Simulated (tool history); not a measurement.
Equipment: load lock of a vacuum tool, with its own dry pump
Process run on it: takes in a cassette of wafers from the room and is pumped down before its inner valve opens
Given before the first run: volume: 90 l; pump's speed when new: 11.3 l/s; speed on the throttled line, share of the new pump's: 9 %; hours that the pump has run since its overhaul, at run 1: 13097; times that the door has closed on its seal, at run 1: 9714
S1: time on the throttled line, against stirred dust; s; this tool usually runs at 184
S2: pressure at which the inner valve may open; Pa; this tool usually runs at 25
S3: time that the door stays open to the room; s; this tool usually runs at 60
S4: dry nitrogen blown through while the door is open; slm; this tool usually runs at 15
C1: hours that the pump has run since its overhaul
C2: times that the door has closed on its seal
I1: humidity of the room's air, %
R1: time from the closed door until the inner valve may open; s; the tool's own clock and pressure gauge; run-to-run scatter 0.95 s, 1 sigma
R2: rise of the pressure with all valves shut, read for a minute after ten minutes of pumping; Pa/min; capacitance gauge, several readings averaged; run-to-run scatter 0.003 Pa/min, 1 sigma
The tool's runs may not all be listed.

Run 1, day 0: usual settings; C1 13097; C2 9714; I1 45.5. Result: R1 234.3 s, R2 0.029 Pa/min.
Run 2, day 5.025: usual settings; C1 13218; C2 10048; I1 42.1. Result: R1 234.2 s, R2 0.034 Pa/min.
Run 3, day 11.233: usual settings; C1 13367; C2 10461; I1 44.7. Result: R1 234 s, R2 0.033 Pa/min.
Run 4, day 16.962: usual settings; C1 13504; C2 10842; I1 44.1. Result: R1 234 s, R2 0.037 Pa/min.
Run 5, day 24.925: usual settings; C1 13695; C2 11372; I1 46.3. Result: R1 235.9 s, R2 0.038 Pa/min.
Run 6, day 30.725: usual settings but S3 69 s; C1 13834; C2 11758; I1 44.8. Result: R1 233.4 s, R2 0.038 Pa/min.
Run 7, day 38.162: usual settings but S3 69 s; C1 14013; C2 12252; I1 44. Result: R1 235.4 s, R2 0.037 Pa/min.
Run 8, day 46.246: usual settings but S1 221 s, S2 49 Pa, S3 186 s, S4 4 slm; C1 14207; C2 12790; I1 45.5. Result: R1 263.1 s, R2 0.115 Pa/min.
Run 9, day 56.121: usual settings but S1 237 s, S2 44 Pa, S3 103 s, S4 35 slm; C1 14444; C2 13447; I1 43. Result: R1 278.4 s, R2 0.033 Pa/min.
Run 10, day 64.921: usual settings but S3 33 s; C1 14655; C2 14032; I1 45.9. Result: R1 234.2 s, R2 0.021 Pa/min.
Run 11, day 71.642: usual settings but S3 33 s; C1 14816; C2 14479; I1 47.1. Result: R1 235.4 s, R2 0.021 Pa/min.
Run 12, day 79.242: usual settings but S3 33 s; C1 14999; C2 14985; I1 44.3. Result: R1 234.8 s, R2 0.02 Pa/min.

Predict each of these 5 candidate next runs independently; none follows another, all start after run 12:
Run A, day 89.521: usual settings but S2 21 Pa, S3 146 s; C1 15246; C2 15669; I1 44.6. Result: R1 ?, R2 ?.
Run B, day 89.521: usual settings but S1 167 s, S2 21 Pa, S3 33 s; C1 15246; C2 15669; I1 45. Result: R1 ?, R2 ?.
Run C, day 89.521: usual settings but S1 157 s, S3 33 s; C1 15246; C2 15669; I1 47.3. Result: R1 ?, R2 ?.
Run D, day 89.521: usual settings but S1 237 s, S3 33 s, S4 6 slm; C1 15246; C2 15669; I1 47.6. Result: R1 ?, R2 ?.
Run E, day 89.521: usual settings but S1 202 s, S2 47 Pa, S3 67 s; C1 15246; C2 15669; I1 46.8. Result: R1 ?, R2 ?.

run     R1     R2
  A  237.5  0.069
  B  221.2  0.016
  C  209.1   0.02
  D  280.9   0.03
  E  245.9  0.041
Without the tool's unlogged condition, the same runs would have read:
run     R1     R2
  A  237.4  0.068
  B  221.1  0.015
  C    209   0.02
  D  280.8  0.029
  E  245.8  0.041
